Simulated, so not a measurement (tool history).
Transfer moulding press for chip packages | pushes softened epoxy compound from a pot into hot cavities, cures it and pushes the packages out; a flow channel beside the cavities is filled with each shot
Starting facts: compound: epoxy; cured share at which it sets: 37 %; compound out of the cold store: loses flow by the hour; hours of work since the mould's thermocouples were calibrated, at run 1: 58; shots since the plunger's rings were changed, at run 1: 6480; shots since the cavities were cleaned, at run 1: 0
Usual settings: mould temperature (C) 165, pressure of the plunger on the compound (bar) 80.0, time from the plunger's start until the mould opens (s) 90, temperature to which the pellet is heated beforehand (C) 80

| run | hour | mould temperature (C) | pressure of the plunger on the compound (bar) | time from the plunger's start until the mould opens (s) | temperature to which the pellet is heated beforehand (C) | hours of work since the mould's thermocouples were calibrated | shots since the plunger's rings were changed | shots since the cavities were cleaned | incoming compound's hours out of the cold store | length that the compound runs in the flow channel (mm) | greatest force on the pins that push the packages out (N) |
|---|---|---|---|---|---|---|---|---|---|---|---|
| 1 | 0.0 | 165 | 80.0 | 90 | 80 | 58 | 6480 | 0 | 37.6 | 825 | 480 |
|  | 16.0 | plunger's sealing rings changed |
| 2 | 35.4 | 165 | 80.0 | 90 | 80 | 78 | 232 | 393 | 35.2 | 936 | 748 |
| 3 | 92.7 | 165 | 62.0 | 90 | 80 | 113 | 919 | 1080 | 16.0 | 900 | 836 |
|  | 103.3 | cavities cleaned with cleaning compound and waxed |
| 4 | 152.2 | 165 | 62.0 | 126 | 80 | 149 | 1615 | 587 | 29.3 | 831 | 712 |
| 5 | 191.2 | 165 | 62.0 | 126 | 80 | 172 | 2082 | 1054 | 25.2 | 858 | 714 |
|  | 206.3 | cavities cleaned with cleaning compound and waxed |
| 6 | 265.2 | 165 | 80.0 | 90 | 80 | 217 | 2952 | 706 | 29.5 | 941 | 794 |
|  | 312.4 | cavities cleaned with cleaning compound and waxed |
| 7 | 317.2 | 165 | 95.8 | 86 | 80 | 247 | 3557 | 58 | 39.4 | 949 | 579 |
|  | 361.5 | cavities cleaned with cleaning compound and waxed, once more |
| 8 | 383.8 | 168 | 65.7 | 86 | 89 | 287 | 4337 | 267 | 32.8 | 801 | 623 |
| 9 | 455.0 | 165 | 80.0 | 102 | 80 | 330 | 5191 | 1121 | 47.0 | 828 | 740 |
|  | 467.8 | cavities cleaned with cleaning compound and waxed |
| 10 | 498.1 | 171 | 90.6 | 127 | 80 | 356 | 5689 | 363 | 35.0 | 907 | 589 |
| 11 | 542.4 | 171 | 90.6 | 87 | 90 | 383 | 6220 | 894 | 27.7 | 914 | 700 |

4 ways to go on from here, each from the tool as it stands after run 11. What would each give?
|  | 570.8 | cavities cleaned with cleaning compound and waxed |
|  | 581.6 | plunger's sealing rings changed |
| A | 581.6 | 170 | 70.6 | 87 | 84 | 404 | 0 | 101 | 28.2 | ? | ? |
|  | 570.8 | cavities cleaned with cleaning compound and waxed |
|  | 581.6 | plunger's sealing rings changed |
| B | 581.6 | 171 | 93.4 | 85 | 80 | 404 | 0 | 101 | 28.9 | ? | ? |
|  | 570.8 | cavities cleaned with cleaning compound and waxed |
|  | 581.6 | plunger's sealing rings changed |
| C | 581.6 | 159 | 90.6 | 85 | 85 | 404 | 0 | 101 | 30.6 | ? | ? |
|  | 570.8 | cavities cleaned with cleaning compound and waxed |
|  | 581.6 | plunger's sealing rings changed |
| D | 581.6 | 165 | 96.1 | 90 | 80 | 404 | 0 | 101 | 40.3 | ? | ? |

| run | length that the compound runs in the flow channel (mm) | greatest force on the pins that push the packages out (N) |
|---|---|---|
| A | 898 | 525 |
| B | 1024 | 514 |
| C | 1080 | 916 |
| D | 1005 | 558 |
Without the tool's unlogged condition, the same runs would have read:
| run | length that the compound runs in the flow channel (mm) | greatest force on the pins that push the packages out (N) |
|---|---|---|
| A | 900 | 443 |
| B | 1027 | 434 |
| C | 1083 | 811 |
| D | 1008 | 478 |
